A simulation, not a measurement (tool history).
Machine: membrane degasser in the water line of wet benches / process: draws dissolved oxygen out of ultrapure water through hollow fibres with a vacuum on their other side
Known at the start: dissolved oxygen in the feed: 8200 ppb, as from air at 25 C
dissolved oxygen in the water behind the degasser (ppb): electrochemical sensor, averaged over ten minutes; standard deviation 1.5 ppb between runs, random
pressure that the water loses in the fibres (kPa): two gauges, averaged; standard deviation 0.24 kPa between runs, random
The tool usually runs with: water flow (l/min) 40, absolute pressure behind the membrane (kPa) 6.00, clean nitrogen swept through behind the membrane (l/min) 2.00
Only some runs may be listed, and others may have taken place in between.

run	hour	water flow (l/min)	absolute pressure behind the membrane (kPa)	clean nitrogen swept through behind the membrane (l/min)	dissolved oxygen in the water behind the degasser (ppb)	pressure that the water loses in the fibres (kPa)
1	0.0	40	6.00	2.00	158.4	65.02
2	117.1	40	6.00	1.21	231.8	65.20
3	231.6	40	8.31	2.00	258.0	65.20
4	392.9	40	8.31	2.00	258.3	64.90
5	561.6	40	8.31	2.00	263.1	65.16
6	736.9	40	4.31	2.00	88.5	65.24
7	840.8	40	4.31	2.00	89.1	65.36
8	922.6	24	6.00	2.00	88.4	39.40
9	1007.5	24	6.00	2.00	88.3	38.99
10	1127.8	24	6.00	2.00	91.3	39.14
11	1274.6	48	6.00	2.00	212.4	78.41
12	1435.7	48	6.00	2.00	207.2	78.51
13	1551.5	56	6.00	2.00	261.9	91.85
14	1707.6	56	6.00	2.00	268.8	92.08
15	1888.7	56	6.00	2.00	278.6	92.43
16	2054.1	56	6.00	2.00	278.1	92.27
17	2137.4	27	3.88	4.26	16.5	44.44
18	2306.3	27	3.88	4.26	16.9	44.23
19	2434.1	59	12.93	2.93	514.4	97.43
20	2547.3	64	7.50	2.00	408.0	105.68
21	2707.2	42	5.12	2.00	126.9	69.51
22	2803.4	40	6.78	1.72	211.1	66.22
23	2994.0	40	6.78	1.72	218.6	66.05
24	3077.8	40	9.33	1.90	306.5	66.25
25	3198.3	40	9.33	1.90	312.3	66.17
26	3338.4	35	8.08	1.90	223.2	58.12
27	3519.0	40	9.96	2.00	326.2	66.13
28	3635.9	30	6.00	2.00	108.8	49.68
29	3823.2	30	6.00	2.00	111.5	49.60
30	3961.6	30	6.00	2.00	112.7	50.00
31	4040.7	47	14.30	4.30	333.2	78.22
32	4170.9	47	14.30	4.30	336.9	77.94

Taken out of this log: 3 entries between the listed runs. Where each belongs, and how the hidden state differs across it:
After run 14, before run 15: vacuum gauge calibrated (hour 1724.5)
  membrane still open, %: 96.4 -> 96.3; true pressure behind the membrane over the reading, kPa: 0.34 -> 0.5; air that leaks in behind the membrane, l/min: 0.0317 -> 0.0326
  difference, measured minus the result without the unlogged condition, dissolved oxygen in the water behind the degasser (ppb): +33.2 -> +43.0; pressure that the water loses in the fibres (kPa): +3.28 -> +3.39
After run 16, before run 17: vacuum gauge calibrated, once more (hour 2083.1); seals of the vacuum lines changed (hour 2100.1)
  true pressure behind the membrane over the reading, kPa: 0.52 -> 0.07; air that leaks in behind the membrane, l/min: 0.0334 -> 0.0041
  difference, measured minus the result without the unlogged condition, dissolved oxygen in the water behind the degasser (ppb): +43.9 -> +2.3; pressure that the water loses in the fibres (kPa): +3.48 -> +1.70
